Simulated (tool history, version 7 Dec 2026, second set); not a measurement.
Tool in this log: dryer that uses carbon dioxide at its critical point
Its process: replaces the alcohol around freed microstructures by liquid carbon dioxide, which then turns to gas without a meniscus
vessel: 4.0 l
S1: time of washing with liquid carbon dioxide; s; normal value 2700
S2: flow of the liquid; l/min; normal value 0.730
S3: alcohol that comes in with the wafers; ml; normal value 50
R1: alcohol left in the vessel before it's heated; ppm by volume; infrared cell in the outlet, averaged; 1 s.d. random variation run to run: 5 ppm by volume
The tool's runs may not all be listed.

| run | hour | S1 | S2 | S3 | R1 |
|---|---|---|---|---|---|
| 1 | 0.0 | 2700 | 0.730 | 50 | 58 |
| 2 | 10.0 | 2700 | 0.730 | 50 | 61 |
| 3 | 22.5 | 2700 | 0.730 | 50 | 61 |
| 4 | 35.4 | 2700 | 0.730 | 50 | 67 |
| 5 | 47.8 | 2700 | 0.730 | 50 | 64 |
| 6 | 55.2 | 2700 | 0.730 | 50 | 70 |
| 7 | 67.7 | 2220 | 0.730 | 50 | 140 |
| 8 | 74.8 | 2220 | 0.730 | 50 | 141 |
| 9 | 82.2 | 2220 | 0.730 | 50 | 142 |
| 10 | 92.5 | 2220 | 0.730 | 50 | 145 |
| 11 | 97.9 | 2220 | 0.730 | 50 | 152 |
| 12 | 105.8 | 2700 | 0.730 | 50 | 95 |
| 13 | 113.9 | 2700 | 0.730 | 50 | 85 |
| 14 | 122.0 | 2700 | 0.730 | 50 | 102 |
| 15 | 128.5 | 2700 | 0.730 | 50 | 98 |
| 16 | 136.8 | 2700 | 0.730 | 111 | 148 |
| 17 | 144.6 | 2700 | 0.730 | 111 | 153 |
| 18 | 155.8 | 2700 | 0.730 | 27 | 90 |
| 19 | 161.4 | 2700 | 0.730 | 50 | 111 |
| 20 | 170.2 | 2700 | 0.730 | 50 | 115 |
| 21 | 175.7 | 2700 | 0.730 | 50 | 117 |
| 22 | 183.0 | 2100 | 0.962 | 23 | 102 |
| 23 | 189.5 | 1620 | 0.593 | 91 | 1618 |
| 24 | 202.5 | 2700 | 1.061 | 70 | 88 |
| 25 | 214.8 | 2700 | 1.061 | 70 | 82 |
| 26 | 226.6 | 2700 | 1.061 | 70 | 84 |
| 27 | 236.5 | 2700 | 1.061 | 70 | 104 |
| 28 | 243.3 | 2460 | 0.730 | 50 | 168 |
| 29 | 251.8 | 3300 | 0.704 | 41 | 109 |
| 30 | 264.2 | 3000 | 1.223 | 41 | 101 |
| 31 | 272.1 | 2700 | 0.660 | 50 | 191 |
| 32 | 284.0 | 2820 | 0.580 | 46 | 246 |
| 33 | 296.3 | 1680 | 0.580 | 46 | 950 |
| 34 | 304.5 | 1680 | 0.440 | 68 | 2664 |
|  | 313.7 | inlet filter changed |
| 35 | 317.0 | 1680 | 0.440 | 68 | 1939 |
| 36 | 325.0 | 1680 | 0.440 | 68 | 1908 |
| 37 | 332.2 | 1680 | 0.440 | 68 | 1920 |
| 38 | 345.1 | 2580 | 0.684 | 86 | 205 |
| 39 | 356.5 | 2580 | 0.450 | 86 | 759 |
| 40 | 363.8 | 2580 | 0.450 | 86 | 797 |
| 41 | 373.2 | 2160 | 0.971 | 64 | 148 |

Measured less the same run without the tool's hidden state. The same run-to-run variation is in both; the gauge's scatter may not be:
Hidden state present: flow that reaches the vessel past the clogged filter, %; alcohol in the recycled carbon dioxide, ppm; drift of the gauge itself on alcohol_ppm, %.
| run | R1 |
|---|---|
| 1 | +29 |
| 2 | +34 |
| 3 | +36 |
| 4 | +41 |
| 5 | +45 |
| 6 | +47 |
| 7 | +61 |
| 8 | +64 |
| 9 | +68 |
| 10 | +69 |
| 11 | +74 |
| 12 | +63 |
| 13 | +66 |
| 14 | +69 |
| 15 | +72 |
| 16 | +91 |
| 17 | +95 |
| 18 | +73 |
| 19 | +82 |
| 20 | +86 |
| 21 | +88 |
| 22 | +80 |
| 23 | +466 |
| 24 | +80 |
| 25 | +82 |
| 26 | +83 |
| 27 | +86 |
| 28 | +126 |
| 29 | +99 |
| 30 | +90 |
| 31 | +144 |
| 32 | +173 |
| 33 | +405 |
| 34 | +841 |
| 35 | +112 |
| 36 | +130 |
| 37 | +145 |
| 38 | +117 |
| 39 | +159 |
| 40 | +173 |
| 41 | +121 |
